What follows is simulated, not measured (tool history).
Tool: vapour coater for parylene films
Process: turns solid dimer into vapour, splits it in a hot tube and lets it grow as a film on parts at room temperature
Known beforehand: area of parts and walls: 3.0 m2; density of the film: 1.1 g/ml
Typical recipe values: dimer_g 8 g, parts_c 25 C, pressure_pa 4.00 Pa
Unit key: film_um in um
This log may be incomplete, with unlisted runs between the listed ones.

| run | hour | dimer_g | parts_c | pressure_pa | film_um |
|---|---|---|---|---|---|
| 1 | 0.0 | 8 | 25 | 4.00 | 1.141 |
| 2 | 14.9 | 8 | 25 | 4.00 | 1.152 |
|  | 21.3 | trap's valve overhauled |
| 3 | 36.5 | 8 | 25 | 4.00 | 1.235 |
| 4 | 57.5 | 5 | 25 | 4.00 | 0.769 |
| 5 | 76.5 | 8 | 25 | 4.00 | 1.231 |
| 6 | 96.9 | 9 | 25 | 4.00 | 1.363 |
| 7 | 121.5 | 8 | 25 | 4.00 | 1.200 |
| 8 | 134.6 | 8 | 25 | 4.00 | 1.210 |
| 9 | 158.8 | 8 | 25 | 4.00 | 1.213 |
| 10 | 173.7 | 8 | 25 | 3.15 | 1.253 |
| 11 | 187.8 | 8 | 25 | 3.15 | 1.244 |
| 12 | 213.8 | 8 | 25 | 3.15 | 1.226 |
| 13 | 234.6 | 8 | 25 | 3.15 | 1.252 |
| 14 | 246.9 | 8 | 25 | 4.00 | 1.207 |
| 15 | 272.2 | 8 | 25 | 7.28 | 1.076 |
| 16 | 283.1 | 8 | 25 | 7.28 | 1.090 |
| 17 | 306.4 | 8 | 25 | 4.00 | 1.184 |
| 18 | 322.6 | 8 | 25 | 11.40 | 1.019 |
| 19 | 336.4 | 8 | 25 | 11.40 | 1.006 |
| 20 | 359.7 | 8 | 19 | 4.00 | 1.498 |
| 21 | 371.8 | 8 | 29 | 4.00 | 0.993 |
| 22 | 386.0 | 14 | 25 | 4.00 | 2.039 |
| 23 | 411.4 | 8 | 25 | 6.99 | 1.073 |
| 24 | 427.1 | 8 | 25 | 6.99 | 1.057 |
| 25 | 448.0 | 3 | 28 | 9.68 | 0.321 |
| 26 | 467.5 | 6 | 32 | 3.29 | 0.663 |
| 27 | 482.2 | 5 | 29 | 9.98 | 0.531 |
| 28 | 499.3 | 8 | 31 | 3.62 | 0.908 |
| 29 | 512.6 | 12 | 26 | 8.68 | 1.458 |
| 30 | 524.7 | 7 | 30 | 4.95 | 0.793 |
| 31 | 545.4 | 5 | 18 | 2.65 | 1.030 |
|  | 555.3 | trap's valve overhauled |
| 32 | 565.8 | 6 | 19 | 3.29 | 1.195 |
| 33 | 582.5 | 6 | 19 | 3.29 | 1.201 |
| 34 | 595.6 | 5 | 28 | 2.40 | 0.722 |
| 35 | 606.7 | 9 | 28 | 3.93 | 1.178 |
| 36 | 627.2 | 7 | 18 | 3.55 | 1.447 |
| 37 | 638.2 | 3 | 20 | 3.55 | 0.554 |
| 38 | 655.5 | 4 | 35 | 11.66 | 0.331 |
| 39 | 673.6 | 5 | 35 | 3.01 | 0.509 |
| 40 | 692.4 | 8 | 25 | 11.46 | 0.996 |
| 41 | 717.8 | 9 | 23 | 2.30 | 1.567 |
| 42 | 732.9 | 8 | 30 | 4.00 | 0.958 |
| 43 | 751.0 | 9 | 20 | 9.75 | 1.437 |
| 44 | 769.8 | 9 | 20 | 9.75 | 1.423 |
| 45 | 781.2 | 8 | 23 | 3.24 | 1.320 |
| 46 | 798.3 | 12 | 32 | 2.89 | 1.379 |
| 47 | 809.1 | 8 | 19 | 11.31 | 1.288 |

Difference, measured minus no-hidden-state, one row per run. Run-to-run variation is common to both terms; the gauge's own scatter need not be:
The tool's hidden condition here consists of: vapour lost through the trap's worn valve, %; true temperature of the parts over the reading, C; drift of the gauge itself on film_um, %.
| run | film_um |
|---|---|
| 1 | -0.111 |
| 2 | -0.115 |
| 3 | -0.031 |
| 4 | -0.021 |
| 5 | -0.038 |
| 6 | -0.046 |
| 7 | -0.046 |
| 8 | -0.048 |
| 9 | -0.053 |
| 10 | -0.057 |
| 11 | -0.059 |
| 12 | -0.065 |
| 13 | -0.068 |
| 14 | -0.067 |
| 15 | -0.065 |
| 16 | -0.067 |
| 17 | -0.077 |
| 18 | -0.068 |
| 19 | -0.070 |
| 20 | -0.111 |
| 21 | -0.075 |
| 22 | -0.159 |
| 23 | -0.087 |
| 24 | -0.089 |
| 25 | -0.029 |
| 26 | -0.059 |
| 27 | -0.048 |
| 28 | -0.086 |
| 29 | -0.141 |
| 30 | -0.078 |
| 31 | -0.105 |
| 32 | -0.050 |
| 33 | -0.053 |
| 34 | -0.033 |
| 35 | -0.056 |
| 36 | -0.073 |
| 37 | -0.030 |
| 38 | -0.018 |
| 39 | -0.029 |
| 40 | -0.061 |
| 41 | -0.100 |
| 42 | -0.064 |
| 43 | -0.098 |
| 44 | -0.102 |
| 45 | -0.097 |
| 46 | -0.105 |
| 47 | -0.100 |

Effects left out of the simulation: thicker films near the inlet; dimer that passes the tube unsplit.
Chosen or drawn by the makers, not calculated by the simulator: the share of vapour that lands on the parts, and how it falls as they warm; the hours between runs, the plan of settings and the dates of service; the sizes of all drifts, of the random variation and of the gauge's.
